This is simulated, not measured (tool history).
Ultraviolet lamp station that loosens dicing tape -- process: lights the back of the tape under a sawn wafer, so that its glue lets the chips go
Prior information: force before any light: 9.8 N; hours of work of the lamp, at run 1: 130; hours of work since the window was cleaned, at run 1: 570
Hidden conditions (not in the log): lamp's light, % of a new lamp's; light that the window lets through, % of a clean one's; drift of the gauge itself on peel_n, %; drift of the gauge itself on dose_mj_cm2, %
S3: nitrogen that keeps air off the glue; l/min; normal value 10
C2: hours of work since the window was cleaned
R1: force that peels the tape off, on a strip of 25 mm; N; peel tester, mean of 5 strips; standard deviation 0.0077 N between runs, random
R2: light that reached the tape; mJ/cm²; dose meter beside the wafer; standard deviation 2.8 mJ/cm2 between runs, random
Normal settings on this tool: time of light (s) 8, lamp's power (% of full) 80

run 1 hour=0.0 | time_of_light_(s)=8 lamp's_power_(%_of_full)=80 S3=10 | hours_of_work_of_the_lamp=130 C2=570 | R1=0.382 R2=348
run 2 hour=14.9 | time_of_light_(s)=8 lamp's_power_(%_of_full)=62 S3=10 | hours_of_work_of_the_lamp=136 C2=576 | R1=0.703 R2=266
run 3 hour=26.7 | time_of_light_(s)=8 lamp's_power_(%_of_full)=80 S3=10 | hours_of_work_of_the_lamp=141 C2=581 | R1=0.380 R2=343
run 4 hour=39.5 | time_of_light_(s)=8 lamp's_power_(%_of_full)=80 S3=10 | hours_of_work_of_the_lamp=146 C2=586 | R1=0.395 R2=340
run 5 hour=46.5 | time_of_light_(s)=8 lamp's_power_(%_of_full)=78 S3=10 | hours_of_work_of_the_lamp=149 C2=589 | R1=0.429 R2=336
run 6 hour=56.0 | time_of_light_(s)=8 lamp's_power_(%_of_full)=80 S3=13 | hours_of_work_of_the_lamp=152 C2=593 | R1=0.331 R2=342
run 7 hour=69.7 | time_of_light_(s)=4 lamp's_power_(%_of_full)=80 S3=10 | hours_of_work_of_the_lamp=158 C2=598 | R1=1.687 R2=166
-- hour=73.4 window cleaned of glue's vapour
run 8 hour=78.0 | time_of_light_(s)=4 lamp's_power_(%_of_full)=80 S3=12 | hours_of_work_of_the_lamp=161 C2=2 | R1=1.188 R2=190
run 9 hour=87.1 | time_of_light_(s)=15 lamp's_power_(%_of_full)=80 S3=10 | hours_of_work_of_the_lamp=165 C2=6 | R1=0.185 R2=710
run 10 hour=96.0 | time_of_light_(s)=8 lamp's_power_(%_of_full)=80 S3=10 | hours_of_work_of_the_lamp=168 C2=9 | R1=0.313 R2=375
run 11 hour=112.7 | time_of_light_(s)=11 lamp's_power_(%_of_full)=80 S3=10 | hours_of_work_of_the_lamp=175 C2=16 | R1=0.203 R2=518
run 12 hour=120.3 | time_of_light_(s)=11 lamp's_power_(%_of_full)=80 S3=10 | hours_of_work_of_the_lamp=178 C2=19 | R1=0.191 R2=516
run 13 hour=137.3 | time_of_light_(s)=11 lamp's_power_(%_of_full)=80 S3=10 | hours_of_work_of_the_lamp=185 C2=26 | R1=0.198 R2=517
run 14 hour=152.0 | time_of_light_(s)=11 lamp's_power_(%_of_full)=80 S3=10 | hours_of_work_of_the_lamp=191 C2=32 | R1=0.190 R2=509
run 15 hour=168.2 | time_of_light_(s)=8 lamp's_power_(%_of_full)=80 S3=17 | hours_of_work_of_the_lamp=198 C2=38 | R1=0.245 R2=375
run 16 hour=176.3 | time_of_light_(s)=8 lamp's_power_(%_of_full)=87 S3=17 | hours_of_work_of_the_lamp=201 C2=42 | R1=0.222 R2=402
run 17 hour=190.2 | time_of_light_(s)=8 lamp's_power_(%_of_full)=87 S3=17 | hours_of_work_of_the_lamp=207 C2=47 | R1=0.212 R2=399
run 18 hour=201.4 | time_of_light_(s)=8 lamp's_power_(%_of_full)=87 S3=17 | hours_of_work_of_the_lamp=211 C2=52 | R1=0.216 R2=403
run 19 hour=210.1 | time_of_light_(s)=8 lamp's_power_(%_of_full)=87 S3=17 | hours_of_work_of_the_lamp=215 C2=55 | R1=0.223 R2=399
run 20 hour=222.5 | time_of_light_(s)=8 lamp's_power_(%_of_full)=80 S3=10 | hours_of_work_of_the_lamp=220 C2=60 | R1=0.335 R2=367
run 21 hour=236.7 | time_of_light_(s)=8 lamp's_power_(%_of_full)=68 S3=10 | hours_of_work_of_the_lamp=225 C2=66 | R1=0.473 R2=311
run 22 hour=247.2 | time_of_light_(s)=5 lamp's_power_(%_of_full)=68 S3=10 | hours_of_work_of_the_lamp=230 C2=70 | R1=1.300 R2=193
run 23 hour=262.3 | time_of_light_(s)=6 lamp's_power_(%_of_full)=73 S3=11 | hours_of_work_of_the_lamp=236 C2=76 | R1=0.734 R2=246
run 24 hour=271.0 | time_of_light_(s)=6 lamp's_power_(%_of_full)=88 S3=9 | hours_of_work_of_the_lamp=239 C2=80 | R1=0.581 R2=306
run 25 hour=282.1 | time_of_light_(s)=6 lamp's_power_(%_of_full)=88 S3=9 | hours_of_work_of_the_lamp=244 C2=84 | R1=0.585 R2=296
run 26 hour=295.9 | time_of_light_(s)=6 lamp's_power_(%_of_full)=95 S3=6 | hours_of_work_of_the_lamp=249 C2=90 | R1=0.697 R2=323
run 27 hour=312.1 | time_of_light_(s)=12 lamp's_power_(%_of_full)=80 S3=3 | hours_of_work_of_the_lamp=256 C2=97 | R1=0.390 R2=544
run 28 hour=322.6 | time_of_light_(s)=8 lamp's_power_(%_of_full)=91 S3=10 | hours_of_work_of_the_lamp=260 C2=101 | R1=0.266 R2=409
run 29 hour=333.9 | time_of_light_(s)=11 lamp's_power_(%_of_full)=91 S3=10 | hours_of_work_of_the_lamp=265 C2=105 | R1=0.187 R2=564
run 30 hour=351.1 | time_of_light_(s)=11 lamp's_power_(%_of_full)=91 S3=10 | hours_of_work_of_the_lamp=272 C2=112 | R1=0.194 R2=567
run 31 hour=359.9 | time_of_light_(s)=7 lamp's_power_(%_of_full)=70 S3=12 | hours_of_work_of_the_lamp=275 C2=116 | R1=0.550 R2=273
run 32 hour=373.4 | time_of_light_(s)=4 lamp's_power_(%_of_full)=70 S3=4 | hours_of_work_of_the_lamp=281 C2=121 | R1=2.964 R2=157
run 33 hour=386.1 | time_of_light_(s)=4 lamp's_power_(%_of_full)=70 S3=4 | hours_of_work_of_the_lamp=286 C2=127 | R1=2.962 R2=156
run 34 hour=394.4 | time_of_light_(s)=6 lamp's_power_(%_of_full)=84 S3=10 | hours_of_work_of_the_lamp=289 C2=130 | R1=0.613 R2=279
run 35 hour=406.8 | time_of_light_(s)=9 lamp's_power_(%_of_full)=80 S3=10 | hours_of_work_of_the_lamp=294 C2=135 | R1=0.288 R2=400
run 36 hour=420.0 | time_of_light_(s)=8 lamp's_power_(%_of_full)=72 S3=4 | hours_of_work_of_the_lamp=300 C2=140 | R1=0.986 R2=316
run 37 hour=435.4 | time_of_light_(s)=8 lamp's_power_(%_of_full)=72 S3=4 | hours_of_work_of_the_lamp=306 C2=147 | R1=0.985 R2=320
run 38 hour=446.2 | time_of_light_(s)=8 lamp's_power_(%_of_full)=72 S3=4 | hours_of_work_of_the_lamp=310 C2=151 | R1=1.007 R2=314
run 39 hour=457.2 | time_of_light_(s)=8 lamp's_power_(%_of_full)=65 S3=5 | hours_of_work_of_the_lamp=315 C2=155 | R1=1.015 R2=287
run 40 hour=471.2 | time_of_light_(s)=10 lamp's_power_(%_of_full)=64 S3=17 | hours_of_work_of_the_lamp=320 C2=161 | R1=0.276 R2=356
run 41 hour=486.6 | time_of_light_(s)=11 lamp's_power_(%_of_full)=76 S3=17 | hours_of_work_of_the_lamp=327 C2=167 | R1=0.191 R2=463
run 42 hour=497.0 | time_of_light_(s)=8 lamp's_power_(%_of_full)=84 S3=16 | hours_of_work_of_the_lamp=331 C2=171 | R1=0.256 R2=369
run 43 hour=507.8 | time_of_light_(s)=8 lamp's_power_(%_of_full)=84 S3=16 | hours_of_work_of_the_lamp=335 C2=176 | R1=0.252 R2=369
run 44 hour=522.4 | time_of_light_(s)=8 lamp's_power_(%_of_full)=84 S3=16 | hours_of_work_of_the_lamp=341 C2=182 | R1=0.244 R2=367

What if the next run were any one of these 3? Each begins from the tool's condition after run 44:
run A hour=536.8 | time_of_light_(s)=8 lamp's_power_(%_of_full)=99 S3=4 | hours_of_work_of_the_lamp=347 C2=188 | R1=? R2=?
run B hour=536.8 | time_of_light_(s)=15 lamp's_power_(%_of_full)=69 S3=16 | hours_of_work_of_the_lamp=347 C2=188 | R1=? R2=?
run C hour=536.8 | time_of_light_(s)=5 lamp's_power_(%_of_full)=66 S3=4 | hours_of_work_of_the_lamp=347 C2=188 | R1=? R2=?

run=A R1=0.538 R2=437
run=B R1=0.174 R2=568
run=C R1=2.533 R2=176
What these runs would have given with no unlogged condition in the tool:
run=A R1=0.414 R2=493
run=B R1=0.170 R2=641
run=C R1=2.145 R2=199
